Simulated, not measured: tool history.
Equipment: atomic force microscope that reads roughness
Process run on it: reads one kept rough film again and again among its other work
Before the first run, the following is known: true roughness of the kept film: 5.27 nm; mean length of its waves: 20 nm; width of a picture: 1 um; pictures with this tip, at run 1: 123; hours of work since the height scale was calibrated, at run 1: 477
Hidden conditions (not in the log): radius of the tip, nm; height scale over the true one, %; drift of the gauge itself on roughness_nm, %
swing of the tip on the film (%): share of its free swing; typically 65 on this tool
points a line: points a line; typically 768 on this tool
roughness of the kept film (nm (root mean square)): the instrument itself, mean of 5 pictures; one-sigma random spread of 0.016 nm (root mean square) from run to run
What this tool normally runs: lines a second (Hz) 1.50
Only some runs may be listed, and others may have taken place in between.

run,hour,lines a second (Hz),swing of the tip on the film (%),points a line,pictures with this tip,hours of work since the height scale was calibrated,roughness of the kept film (nm (root mean square))
1,0.0,1.50,65,768,123,477,3.758
2,19.4,0.85,65,768,150,492,3.771
3,39.0,1.50,86,768,178,506,3.569
4,54.2,1.50,86,768,199,518,3.588
5,69.0,1.50,60,768,219,529,3.796
6,78.0,1.50,60,768,232,535,3.780
7,91.0,1.50,60,846,250,545,3.799
8,99.5,1.50,73,768,261,551,3.684
9,116.9,1.50,73,768,286,564,3.678
10,127.4,1.50,73,768,300,572,3.681
# hour 137.1: new tip fitted
11,141.8,1.50,73,768,6,583,3.710
12,151.9,1.50,65,768,20,590,3.786
13,165.6,1.50,59,768,39,600,3.770
14,181.3,1.50,59,768,61,612,3.786
15,191.3,1.50,59,768,75,619,3.784
16,199.4,1.50,65,768,86,625,3.758
17,208.5,1.60,63,768,99,632,3.749
18,222.0,0.76,82,926,118,642,3.756
19,239.4,1.50,76,860,142,655,3.694
20,254.5,1.50,72,773,163,667,3.717
21,272.3,1.50,56,773,187,680,3.790
22,283.2,1.50,56,773,203,688,3.802
23,297.3,1.50,56,773,222,698,3.795
24,317.4,3.55,63,782,250,713,3.666
25,326.6,3.61,77,770,263,720,3.457
26,339.7,0.91,79,266,281,730,3.626
27,356.2,0.72,80,751,304,742,3.742
# hour 363.6: new tip fitted
28,370.1,0.72,57,269,9,752,3.703
29,386.0,0.72,72,269,31,764,3.639
30,397.6,0.91,72,320,47,773,3.703
31,412.5,1.21,61,534,68,784,3.781
32,430.2,1.17,65,307,93,797,3.695

Across each entry between runs, compare the hidden state at the last listed run before it with the hidden state at the first listed run after it:
After run 10, before run 11: new tip fitted (hour 137.1)
  radius of the tip, nm: 7.1 -> 7
After run 27, before run 28: new tip fitted (hour 363.6)
  radius of the tip, nm: 7.1 -> 7
